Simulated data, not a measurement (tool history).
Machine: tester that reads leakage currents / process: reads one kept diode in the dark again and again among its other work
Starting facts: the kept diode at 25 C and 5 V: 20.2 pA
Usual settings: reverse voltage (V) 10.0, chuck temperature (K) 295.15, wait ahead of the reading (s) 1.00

run,day,reverse voltage (V),chuck temperature (K),wait ahead of the reading (s),current that the tester gives (pA)
1,0.000,10.0,295.15,1.00,26.68
2,4.046,10.0,295.15,1.00,26.74
3,6.658,10.0,295.15,1.00,26.82
4,8.738,10.0,295.15,1.00,27.17
# day 10.175: chuck's temperature calibrated
5,11.708,10.0,295.15,7.76,25.52
6,15.079,10.0,295.15,0.81,29.33
7,17.375,10.0,295.15,0.81,29.18
8,20.433,10.0,295.15,0.81,29.35
9,22.275,4.2,295.15,1.00,18.52
10,25.962,9.5,295.15,1.00,28.23
11,28.083,9.5,295.15,1.00,28.33
12,30.196,10.0,295.15,1.00,29.28
13,34.154,10.0,295.15,1.00,29.39
# day 34.550: tester calibrated
14,37.775,10.0,295.15,1.00,29.44
15,41.267,10.0,295.15,1.00,29.78
16,43.917,10.0,295.15,1.00,29.87
# day 45.229: tester calibrated, once more
17,45.700,10.0,295.15,1.00,30.29
18,48.942,10.0,295.15,1.00,30.48
19,51.279,10.0,295.15,1.00,30.50
20,54.279,4.4,295.15,1.00,19.54
# day 55.092: chuck's temperature calibrated
21,56.704,10.0,325.15,1.93,192.77
22,58.471,18.1,314.15,0.84,127.92
23,61.533,18.1,314.15,0.84,127.41
24,65.650,18.1,314.15,0.84,127.20
25,68.225,18.1,314.15,0.84,128.04
26,72.017,18.1,314.15,0.84,128.11
27,74.121,7.1,295.15,1.81,25.66

Run 28 has not been measured yet. What should we expect?
28,76.621,1.5,299.15,0.42,?

current that the tester gives (pA): 16.68
Without the tool's hidden state the same run would have given current that the tester gives (pA) 15.53.
